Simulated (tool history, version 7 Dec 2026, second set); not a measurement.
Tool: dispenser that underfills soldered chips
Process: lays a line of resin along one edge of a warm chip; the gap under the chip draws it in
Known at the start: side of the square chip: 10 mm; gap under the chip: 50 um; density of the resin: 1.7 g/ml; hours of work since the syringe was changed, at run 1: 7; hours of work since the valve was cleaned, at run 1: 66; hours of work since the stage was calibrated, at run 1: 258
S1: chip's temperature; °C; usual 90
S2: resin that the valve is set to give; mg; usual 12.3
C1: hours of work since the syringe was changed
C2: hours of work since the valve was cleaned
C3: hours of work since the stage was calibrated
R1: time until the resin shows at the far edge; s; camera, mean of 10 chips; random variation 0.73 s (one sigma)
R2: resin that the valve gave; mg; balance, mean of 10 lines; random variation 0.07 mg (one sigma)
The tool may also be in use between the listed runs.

run   hour   S1    S2  C1  C2   C3     R1     R2
  1    0.0   90  12.3   7  66  258   83.0  11.71
       2.5  -- new syringe of resin
  2    9.3   90  12.3   5  72  264   79.1  11.53
      12.7  -- dispensing valve cleaned and set on the balance
      15.5  -- new syringe of resin
  3   16.9   90  11.8   1   3  268   68.1  11.83
  4   22.1   90  11.8   4   6  271   75.1  11.66
      27.6  -- new syringe of resin
  5   29.2   90  11.8   1  11  276   68.2  11.78
  6   38.3   79  12.3   7  17  282  124.4  12.20
      40.2  -- new syringe of resin
  7   49.0   77  12.3   6  24  289  122.5  12.05
      52.0  -- new syringe of resin
  8   54.3   90  12.3   2  27  292   68.8  12.13
  9   63.3   90  13.5   8  33  298   82.8  13.11
      64.2  -- new syringe of resin
 10   68.3   90  13.5   3  36  301   69.1  13.24
      76.3  -- new syringe of resin
 11   76.3   90  13.5   0  41  306   64.2  13.21
 12   80.9   90  13.5   3  44  309   71.1  13.01
 13   86.0   90  13.5   6  48  313   79.2  13.01
      88.4  -- new syringe of resin
 14   92.8  104  12.3   3  52  317   45.3  11.89
     101.0  -- new syringe of resin
 15  101.5  104  12.3   0  58  323   41.5  11.85
 16  111.1  104  12.3   7  64  329   51.0  11.68
     112.9  -- new syringe of resin
 17  122.2   90  12.3   6  71  336   79.6  11.56
     125.5  -- new syringe of resin
     127.3  -- dispensing valve cleaned and set on the balance
 18  130.8   75  14.0   3   2  341  115.7  13.94
 19  137.0  104  11.5   7   6  345   50.4  11.42
     138.7  -- new syringe of resin
 20  148.0  104  11.5   6  14  353   49.8  11.39

Run 21 comes next. What will it give?
     150.5  -- new syringe of resin
 21  154.9  104  11.5   3  18  357   ?   ?

Run 21 gave R1 43.7 s, R2 11.50 mg.
Without the tool's hidden state the same run would have given R1 41.1 s, R2 11.65 mg.
